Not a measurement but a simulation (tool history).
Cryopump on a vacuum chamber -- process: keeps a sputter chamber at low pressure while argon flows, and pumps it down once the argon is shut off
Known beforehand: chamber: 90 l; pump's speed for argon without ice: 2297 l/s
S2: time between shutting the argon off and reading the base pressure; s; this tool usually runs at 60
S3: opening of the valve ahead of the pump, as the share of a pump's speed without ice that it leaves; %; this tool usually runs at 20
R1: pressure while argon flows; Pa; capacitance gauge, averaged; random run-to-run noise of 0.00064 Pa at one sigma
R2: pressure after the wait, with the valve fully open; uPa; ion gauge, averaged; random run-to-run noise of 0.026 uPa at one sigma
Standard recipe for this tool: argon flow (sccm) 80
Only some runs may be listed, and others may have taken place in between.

Run 1, hour 0.0: usual settings. Result: R1 0.2978 Pa, R2 1.35 uPa.
Run 2, hour 74.7: usual settings. Result: R1 0.2973 Pa, R2 1.34 uPa.
Run 3, hour 147.3: usual settings. Result: R1 0.2970 Pa, R2 1.38 uPa.
Run 4, hour 202.1: usual settings but S3 24 %. Result: R1 0.2488 Pa, R2 1.40 uPa.
Run 5, hour 240.9: usual settings but S2 36 s. Result: R1 0.2976 Pa, R2 2.04 uPa.
Run 6, hour 275.4: usual settings but S2 23 s. Result: R1 0.2987 Pa, R2 2.91 uPa.
Run 7, hour 329.9: usual settings. Result: R1 0.2973 Pa, R2 1.41 uPa.
Run 8, hour 387.7: usual settings. Result: R1 0.2996 Pa, R2 1.41 uPa.
Run 9, hour 459.7: usual settings. Result: R1 0.2992 Pa, R2 1.40 uPa.
Run 10, hour 519.6: usual settings. Result: R1 0.2982 Pa, R2 1.43 uPa.
Run 11, hour 550.5: usual settings. Result: R1 0.3001 Pa, R2 1.37 uPa.
Run 12, hour 591.5: usual settings. Result: R1 0.3003 Pa, R2 1.44 uPa.
Run 13, hour 654.9: usual settings. Result: R1 0.2997 Pa, R2 1.49 uPa.
Run 14, hour 701.1: usual settings. Result: R1 0.3000 Pa, R2 1.47 uPa.
Run 15, hour 737.5: usual settings. Result: R1 0.3005 Pa, R2 1.45 uPa.
Run 16, hour 805.4: usual settings. Result: R1 0.2998 Pa, R2 1.49 uPa.
Run 17, hour 868.0: usual settings. Result: R1 0.3015 Pa, R2 1.45 uPa.
Run 18, hour 938.0: usual settings but argon flow (sccm) 45, S3 26 %. Result: R1 0.1313 Pa, R2 1.49 uPa.
Run 19, hour 1010.4: usual settings but argon flow (sccm) 36, S2 38 s, S3 56 %. Result: R1 0.0508 Pa, R2 1.97 uPa.
Run 20, hour 1069.4: usual settings but argon flow (sccm) 102, S2 209 s, S3 56 %. Result: R1 0.1439 Pa, R2 0.82 uPa.
Run 21, hour 1139.6: usual settings but argon flow (sccm) 102, S2 209 s, S3 56 %. Result: R1 0.1451 Pa, R2 0.80 uPa.
Run 22, hour 1171.4: usual settings but argon flow (sccm) 102, S2 209 s, S3 56 %. Result: R1 0.1453 Pa, R2 0.80 uPa.
At hour 1205.4: pump warmed up, emptied and cooled again.
Run 23, hour 1249.3: usual settings but argon flow (sccm) 127, S2 145 s, S3 23 %. Result: R1 0.4073 Pa, R2 0.86 uPa.
Run 24, hour 1286.1: usual settings but argon flow (sccm) 44, S2 145 s, S3 35 %. Result: R1 0.0931 Pa, R2 0.88 uPa.
Run 25, hour 1353.4: usual settings but argon flow (sccm) 95, S2 145 s, S3 35 %. Result: R1 0.2018 Pa, R2 0.88 uPa.
Run 26, hour 1411.5: usual settings but argon flow (sccm) 137, S2 29 s. Result: R1 0.5058 Pa, R2 2.50 uPa.
Run 27, hour 1447.1: usual settings but argon flow (sccm) 137, S2 29 s. Result: R1 0.5083 Pa, R2 2.40 uPa.
Run 28, hour 1504.3: usual settings but argon flow (sccm) 137, S2 29 s. Result: R1 0.5073 Pa, R2 2.51 uPa.
Run 29, hour 1550.1: usual settings but argon flow (sccm) 48, S2 29 s. Result: R1 0.1783 Pa, R2 2.46 uPa.
Run 30, hour 1601.4: usual settings but argon flow (sccm) 156, S2 49 s, S3 19 %. Result: R1 0.6081 Pa, R2 1.64 uPa.
Run 31, hour 1676.7: usual settings but argon flow (sccm) 156, S2 49 s, S3 19 %. Result: R1 0.6097 Pa, R2 1.67 uPa.
Run 32, hour 1743.5: usual settings but argon flow (sccm) 156, S2 58 s, S3 55 %. Result: R1 0.2152 Pa, R2 1.52 uPa.
Run 33, hour 1813.9: usual settings but argon flow (sccm) 127, S2 271 s, S3 32 %. Result: R1 0.2980 Pa, R2 0.72 uPa.

5 options for the next run, each taken on its own from the tool as it stands now. Forecast them:
Run A, hour 1855.7: usual settings but S2 106 s, S3 39 %. Result: R1 ?, R2 ?.
Run B, hour 1855.7: usual settings but argon flow (sccm) 83, S2 170 s, S3 32 %. Result: R1 ?, R2 ?.
Run C, hour 1855.7: usual settings but argon flow (sccm) 127, S2 271 s, S3 58 %. Result: R1 ?, R2 ?.
Run D, hour 1855.7: usual settings but argon flow (sccm) 70, S2 271 s, S3 18 %. Result: R1 ?, R2 ?.
Run E, hour 1855.7: usual settings but argon flow (sccm) 56, S2 178 s, S3 27 %. Result: R1 ?, R2 ?.

run      R1    R2
  A  0.1553  1.07
  B  0.1950  0.86
  C  0.1684  0.70
  D  0.2891  0.75
  E  0.1550  0.84
What these runs would have given with no unlogged condition in the tool:
run      R1    R2
  A  0.1511  0.66
  B  0.1906  0.44
  C  0.1618  0.29
  D  0.2855  0.34
  E  0.1521  0.43
